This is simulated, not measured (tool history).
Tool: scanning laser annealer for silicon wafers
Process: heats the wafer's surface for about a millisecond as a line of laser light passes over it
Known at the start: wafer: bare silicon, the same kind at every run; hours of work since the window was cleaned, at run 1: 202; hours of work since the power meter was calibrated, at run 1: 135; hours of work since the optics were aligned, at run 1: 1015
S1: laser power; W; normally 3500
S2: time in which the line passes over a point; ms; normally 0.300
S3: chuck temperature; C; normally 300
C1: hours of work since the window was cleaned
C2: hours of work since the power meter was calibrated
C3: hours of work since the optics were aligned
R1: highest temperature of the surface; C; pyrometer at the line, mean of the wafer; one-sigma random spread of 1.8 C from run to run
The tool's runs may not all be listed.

run   hour    S1     S2   S3   C1   C2    C3    R1
  1    0.0  3500  0.300  300  202  135  1015   982
  2   18.8  3500  0.258  300  215  147  1028   928
  3   29.0  3500  0.258  300  221  153  1034   931
  4   37.2  3500  0.300  300  226  159  1039   980
  5   50.5  3686  0.300  300  235  167  1048  1020
      57.2  -- optics aligned, line set to its width
  6   68.1  3686  0.300  300  243  175     7  1039
  7   83.5  3686  0.300  300  253  185    17  1037
  8   98.1  3686  0.300  300  262  195    26  1032
  9  111.5  3686  0.300  300  271  203    35  1033
 10  125.7  3500  0.300  284  280  212    44   967
 11  141.0  3500  0.300  284  290  222    54   968
 12  154.3  3500  0.300  300  298  231    62   981
 13  168.4  3418  0.300  300  307  240    72   959
     180.5  -- window over the wafer cleaned
 14  188.4  3500  0.300  300    5  251    83  1032
 15  207.3  3500  0.300  300   17  264    95  1030
     211.4  -- laser's power meter calibrated
 16  224.1  3500  0.300  300   26    8   104  1029
 17  238.1  3500  0.300  300   35   17   113  1030
 18  251.1  3740  0.360  308   43   26   122  1173
 19  263.1  3740  0.360  308   51   33   129  1175
 20  273.3  3413  0.300  300   58   40   136  1003
 21  285.5  3360  0.317  300   66   48   144  1007
 22  302.9  3210  0.317  331   77   59   155   998
 23  317.3  3210  0.317  276   86   68   164   943
     323.9  -- laser's power meter calibrated, once more
 24  339.3  3210  0.317  276   98   10   176   935
 25  355.2  3500  0.300  286  108   20   187   993
 26  369.6  3409  0.309  300  118   29   196   993
 27  379.2  3409  0.309  300  124   36   202   994
 28  391.4  3500  0.276  328  132   43   210  1001
 29  407.9  3500  0.276  328  142   54   220  1002
 30  423.7  3500  0.276  328  153   64   231  1002
 31  432.8  3359  0.300  285  158   70   236   946
 32  448.9  3359  0.300  285  169   80   247   952
 33  467.6  3831  0.216  270  181   92   259   927

Hidden state at the last listed run before each entry between runs and at the first one after, where it differs:
After run 5, before run 6: optics aligned, line set to its width (hour 57.2)
  light that passes the window, % of a clean one's: 95.2 -> 95.04; laser's true power over the reading, %: 0.35 -> 0.36; width of the line over the set one, %: 3.16 -> 0.11
  measured less the result without the state, R1: -59 -> -44 C
After run 13, before run 14: window over the wafer cleaned (hour 180.5)
  light that passes the window, % of a clean one's: 93.82 -> 99.82; laser's true power over the reading, %: 0.38 -> 0.39; width of the line over the set one, %: 0.31 -> 0.34
  measured less the result without the state, R1: -52 -> +0 C
After run 15, before run 16: laser's power meter calibrated (hour 211.4)
  light that passes the window, % of a clean one's: 99.6 -> 99.43; laser's true power over the reading, %: 0.39 -> 0.55; width of the line over the set one, %: 0.37 -> 0.4
  measured less the result without the state, R1: -2 -> -2 C
After run 23, before run 24: laser's power meter calibrated, once more (hour 323.9)
  light that passes the window, % of a clean one's: 98.28 -> 98.07; laser's true power over the reading, %: 0.58 -> -0.01; width of the line over the set one, %: 0.57 -> 0.61
  measured less the result without the state, R1: -12 -> -19 C

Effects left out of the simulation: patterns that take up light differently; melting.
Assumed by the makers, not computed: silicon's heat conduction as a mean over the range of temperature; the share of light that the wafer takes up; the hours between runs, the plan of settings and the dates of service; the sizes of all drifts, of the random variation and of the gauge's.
